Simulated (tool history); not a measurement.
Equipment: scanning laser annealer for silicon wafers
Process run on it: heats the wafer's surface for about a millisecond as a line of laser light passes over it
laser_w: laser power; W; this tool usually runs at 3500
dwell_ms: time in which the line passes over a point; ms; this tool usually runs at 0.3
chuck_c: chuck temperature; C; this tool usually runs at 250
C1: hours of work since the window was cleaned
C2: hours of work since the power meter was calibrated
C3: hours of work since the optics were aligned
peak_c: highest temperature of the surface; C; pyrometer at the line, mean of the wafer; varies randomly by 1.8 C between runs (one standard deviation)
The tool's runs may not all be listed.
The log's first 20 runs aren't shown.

{"run": 21, "day": 7.658, "laser_w": 3399, "dwell_ms": 0.279, "chuck_c": 288, "C1": 183, "C2": 398, "C3": 96, "peak_c": 954}
{"run": 22, "day": 7.929, "laser_w": 3399, "dwell_ms": 0.279, "chuck_c": 288, "C1": 188, "C2": 402, "C3": 100, "peak_c": 956}
{"run": 23, "day": 8.15, "laser_w": 3702, "dwell_ms": 0.238, "chuck_c": 250, "C1": 191, "C2": 406, "C3": 104, "peak_c": 931}
{"run": 24, "day": 8.508, "laser_w": 3702, "dwell_ms": 0.238, "chuck_c": 250, "C1": 197, "C2": 412, "C3": 110, "peak_c": 931}
{"run": 25, "day": 8.796, "laser_w": 3500, "dwell_ms": 0.267, "chuck_c": 280, "C1": 202, "C2": 417, "C3": 115, "peak_c": 956}
{"run": 26, "day": 9.208, "laser_w": 3596, "dwell_ms": 0.293, "chuck_c": 269, "C1": 209, "C2": 424, "C3": 122, "peak_c": 999}
{"run": 27, "day": 9.662, "laser_w": 3596, "dwell_ms": 0.27, "chuck_c": 269, "C1": 217, "C2": 431, "C3": 130, "peak_c": 967}
{"run": 28, "day": 10.038, "laser_w": 3596, "dwell_ms": 0.27, "chuck_c": 269, "C1": 223, "C2": 438, "C3": 136, "peak_c": 969}
{"run": 29, "day": 10.288, "laser_w": 3814, "dwell_ms": 0.309, "chuck_c": 222, "C1": 227, "C2": 442, "C3": 140, "peak_c": 1026}
{"run": 30, "day": 10.767, "laser_w": 3814, "dwell_ms": 0.309, "chuck_c": 222, "C1": 236, "C2": 450, "C3": 148, "peak_c": 1022}
{"run": 31, "day": 11.029, "laser_w": 3500, "dwell_ms": 0.285, "chuck_c": 275, "C1": 240, "C2": 455, "C3": 153, "peak_c": 970}
{"run": 32, "day": 11.417, "laser_w": 3500, "dwell_ms": 0.235, "chuck_c": 260, "C1": 247, "C2": 461, "C3": 159, "peak_c": 888}

Below are 4 alternative next runs, each starting from the tool's condition after run 32. Predict each:
{"run": "A", "day": 11.696, "laser_w": 3115, "dwell_ms": 0.347, "chuck_c": 250, "C1": 251, "C2": 466, "C3": 164, "peak_c": "?"}
{"run": "B", "day": 11.696, "laser_w": 3500, "dwell_ms": 0.257, "chuck_c": 274, "C1": 251, "C2": 466, "C3": 164, "peak_c": "?"}
{"run": "C", "day": 11.696, "laser_w": 3846, "dwell_ms": 0.3, "chuck_c": 287, "C1": 251, "C2": 466, "C3": 164, "peak_c": "?"}
{"run": "D", "day": 11.696, "laser_w": 3703, "dwell_ms": 0.232, "chuck_c": 276, "C1": 251, "C2": 466, "C3": 164, "peak_c": "?"}

run=A peak_c=917
run=B peak_c=929
run=C peak_c=1083
run=D peak_c=943
With no hidden state in the tool, these same runs would have given:
run=A peak_c=937
run=B peak_c=949
run=C peak_c=1107
run=D peak_c=963
